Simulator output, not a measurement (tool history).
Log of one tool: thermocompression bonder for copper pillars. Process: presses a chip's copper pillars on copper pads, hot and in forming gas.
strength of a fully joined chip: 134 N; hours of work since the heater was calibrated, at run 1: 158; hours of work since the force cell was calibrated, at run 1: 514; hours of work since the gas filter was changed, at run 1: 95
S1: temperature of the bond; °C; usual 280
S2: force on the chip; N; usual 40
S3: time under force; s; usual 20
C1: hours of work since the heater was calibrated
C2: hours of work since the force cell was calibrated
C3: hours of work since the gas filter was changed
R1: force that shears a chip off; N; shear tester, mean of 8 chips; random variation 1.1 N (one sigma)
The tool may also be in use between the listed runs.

run    hour   S1  S2  S3   C1    C2   C3     R1
  1       0  280  40  20  158   514   95   94.3
  2    68.9  280  40  34  189   546  127  106.9
  3     125  280  40  34  215   571  153  104.2
  4     193  280  40  34  246   602  184  104.9
  5     269  280  40  34  281   637  219  102.3
  6   306.5  280  40  14  298   655  236   82.7
  7     344  280  40  13  315   672  253   81.1
  8   389.9  280  40  13  337   693  274   80.6
  9   447.2  280  40  20  363   719  300   88.9
 10   486.6  280  40  20  381   737  318     91
 11   527.8  280  40  20  400   756  337   87.8
 12   603.5  280  39  20  434   791  372   86.9
 13   664.5  280  39  20  462   819  400     87
      729.9  -- forming gas filter changed
 14   730.9  280  33  20  493   849    0     84
 15   786.8  280  33  20  518   875   26   82.6
 16   839.2  280  33  20  542   899   50   80.8
 17   892.7  280  33  20  567   923   75   80.6
      901.2  -- heater calibrated with a thermocouple chip
 18     936  280  33  20   16   942   94   79.8
 19   993.6  280  33  20   42   968  120   77.9
 20  1058.9  280  33  20   72   998  150     79
 21  1120.9  280  40  39  101  1027  178  105.6
 22  1177.8  280  31  49  127  1053  204   94.9
 23  1232.6  277  38  17  152  1078  230   77.7
 24  1266.3  280  50  54  167  1094  245  114.9
     1295.8  -- heater calibrated with a thermocouple chip, once more
 25    1311  294  49  27    7  1113  265    114
 26  1387.1  294  49  27   42  1148  300  116.2
 27  1455.6  303  44  20   73  1179  331  108.6
 28  1521.7  255  35  20  104  1210  361     71
 29  1569.5  273  50  22  126  1232  383  100.1
 30  1624.3  280  40  11  151  1257  408   76.1
 31    1665  273  44  27  169  1275  427   98.1
     1669.5  -- forming gas filter changed
 32    1703  273  44  27  186  1293   15  104.4
 33  1745.8  273  44  27  206  1312   35    104
 34  1782.7  273  42  39  223  1329   52  108.8
 35  1854.9  257  28  20  256  1362   85   60.1
 36  1914.4  305  44  11  283  1390  112   99.8
 37  1971.5  255  26  33  310  1416  139   68.3
 38  2007.1  273  39  56  326  1432  155  109.8
 39  2064.4  286  24  26  352  1458  181   74.6

3 ways to go on from here, each from the tool as it stands after run 39. What would each give?
  A  2133.2  282  46  26  384  1490  213   ?
  B  2133.2  280  40  26  384  1490  213   ?
  C  2133.2  280  39  31  384  1490  213   ?

run     R1
  A  105.2
  B   98.3
  C  100.5
Without the tool's hidden state the same runs would have given:
run     R1
  A  112.1
  B  105.6
  C  107.7
